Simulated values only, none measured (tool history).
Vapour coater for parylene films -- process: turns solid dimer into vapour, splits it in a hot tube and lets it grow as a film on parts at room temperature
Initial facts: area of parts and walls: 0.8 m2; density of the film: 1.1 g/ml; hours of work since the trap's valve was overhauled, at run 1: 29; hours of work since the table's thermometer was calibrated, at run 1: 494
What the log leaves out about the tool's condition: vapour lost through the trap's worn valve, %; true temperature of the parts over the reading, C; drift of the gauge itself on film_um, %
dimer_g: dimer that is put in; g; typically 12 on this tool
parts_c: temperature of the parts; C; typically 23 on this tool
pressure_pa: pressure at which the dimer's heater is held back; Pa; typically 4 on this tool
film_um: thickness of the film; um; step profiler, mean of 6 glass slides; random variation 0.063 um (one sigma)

run,hour,dimer_g,parts_c,pressure_pa,hours of work since the trap's valve was overhauled,hours of work since the table's thermometer was calibrated,film_um
1,0,12,23,4,29,494,10.64
2,16.3,12,23,4,37,502,10.63
3,32.3,12,23,4,45,510,10.54
4,53.1,12,23,4,55,520,10.49
5,71.8,12,23,4,65,530,10.73
6,89.2,12,23,4,73,538,10.5
7,113.8,12,23,4,86,550,10.61
8,127.9,12,23,4,93,557,10.6
9,146.8,12,23,4,102,567,10.58
10,158.5,12,23,4,108,572,10.54
11,173.8,12,23,4,115,580,10.41
12,192.3,12,23,4,124,589,10.33
13,202.7,12,23,5.62,130,594,10.12
14,223.8,12,23,4,140,605,10.33
15,243.9,12,23,4,150,615,10.33
16,261,12,23,8.55,158,623,9.46
17,284.1,12,23,4,170,635,10.41
18,296.5,12,23,4,176,641,10.32
19,307.9,12,31,11.86,182,647,6.55
20,327.2,12,32,3.45,191,656,7.25
21,339.7,12,32,3.45,197,662,7.35
22,357,6,27,2.9,206,671,4.49
# hour 366.5: gauge calibrated
23,373.9,6,27,2.9,214,679,4.64
24,385.7,11,24,2.9,220,685,9.64
25,397.2,10,22,9.44,226,691,8.36
26,419.4,12,25,4,237,702,9.7
27,433.1,19,22,5.85,244,709,16.58
28,449.1,11,20,4,252,716,10.97
29,467.8,12,20,2.52,261,726,12.59
30,483.9,19,21,3.67,269,734,18.17
31,506.2,19,21,3.67,280,745,18.02
32,529.6,19,21,3.67,292,756,18.01
33,548.4,7,28,4,301,766,4.95
34,560.9,7,28,4,307,772,5
35,573.9,6,19,5.28,313,778,5.96

Here are 3 independent what-if runs from the current tool condition. What would each one return?
A,586.2,7,26,4.01,320,784,?
B,586.2,5,26,4,320,784,?
C,586.2,6,19,4.4,320,784,?

run,film_um
A,5.33
B,3.82
C,6.06
Without the tool's unlogged condition, the same runs would have read:
run,film_um
A,5.44
B,3.89
C,6.18

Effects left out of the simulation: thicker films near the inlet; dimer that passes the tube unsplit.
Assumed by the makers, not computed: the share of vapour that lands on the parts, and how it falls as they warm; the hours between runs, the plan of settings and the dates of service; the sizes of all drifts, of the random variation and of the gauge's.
